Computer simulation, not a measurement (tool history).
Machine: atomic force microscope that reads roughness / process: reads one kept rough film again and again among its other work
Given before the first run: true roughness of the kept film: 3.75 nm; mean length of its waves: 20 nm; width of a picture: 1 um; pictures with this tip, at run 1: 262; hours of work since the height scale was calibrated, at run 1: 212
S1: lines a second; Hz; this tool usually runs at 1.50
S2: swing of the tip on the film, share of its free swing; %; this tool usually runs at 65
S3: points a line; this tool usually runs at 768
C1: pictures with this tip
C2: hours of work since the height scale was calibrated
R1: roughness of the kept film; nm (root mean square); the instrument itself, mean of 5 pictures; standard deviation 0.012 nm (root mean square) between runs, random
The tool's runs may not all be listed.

Run 1, hour 0.0: usual settings; C1 262; C2 212. Result: R1 1.637 nm (root mean square).
Run 2, hour 7.4: usual settings; C1 268; C2 215. Result: R1 1.610 nm (root mean square).
At hour 17.2: new tip fitted.
Run 3, hour 23.5: usual settings but S1 2.56 Hz; C1 5; C2 222. Result: R1 2.611 nm (root mean square).
Run 4, hour 31.3: usual settings but S1 2.56 Hz; C1 12; C2 225. Result: R1 2.538 nm (root mean square).
Run 5, hour 45.5: usual settings but S1 2.56 Hz; C1 23; C2 231. Result: R1 2.475 nm (root mean square).
Run 6, hour 57.1: usual settings but S3 923; C1 32; C2 235. Result: R1 2.525 nm (root mean square).
Run 7, hour 70.9: usual settings but S1 0.68 Hz, S3 923; C1 44; C2 241. Result: R1 2.549 nm (root mean square).
Run 8, hour 81.4: usual settings but S1 0.98 Hz; C1 52; C2 245. Result: R1 2.456 nm (root mean square).
At hour 84.0: height scale calibrated on a step standard.
Run 9, hour 100.3: usual settings but S1 0.98 Hz; C1 67; C2 7. Result: R1 2.379 nm (root mean square).
Run 10, hour 115.5: usual settings but S3 533; C1 79; C2 13. Result: R1 2.241 nm (root mean square).
Run 11, hour 130.9: usual settings; C1 91; C2 19. Result: R1 2.202 nm (root mean square).
Run 12, hour 141.9: usual settings but S1 0.85 Hz, S2 72 %, S3 705; C1 100; C2 24. Result: R1 2.196 nm (root mean square).

Estimate the outcome of run 13 from the log above:
Run 13, hour 150.6: usual settings but S1 1.77 Hz, S2 72 %, S3 831; C1 107; C2 27. Result: R1 ?.

R1: 2.006 nm (root mean square)
Had the tool carried no hidden state, the very same run would have given R1 2.614 nm (root mean square).

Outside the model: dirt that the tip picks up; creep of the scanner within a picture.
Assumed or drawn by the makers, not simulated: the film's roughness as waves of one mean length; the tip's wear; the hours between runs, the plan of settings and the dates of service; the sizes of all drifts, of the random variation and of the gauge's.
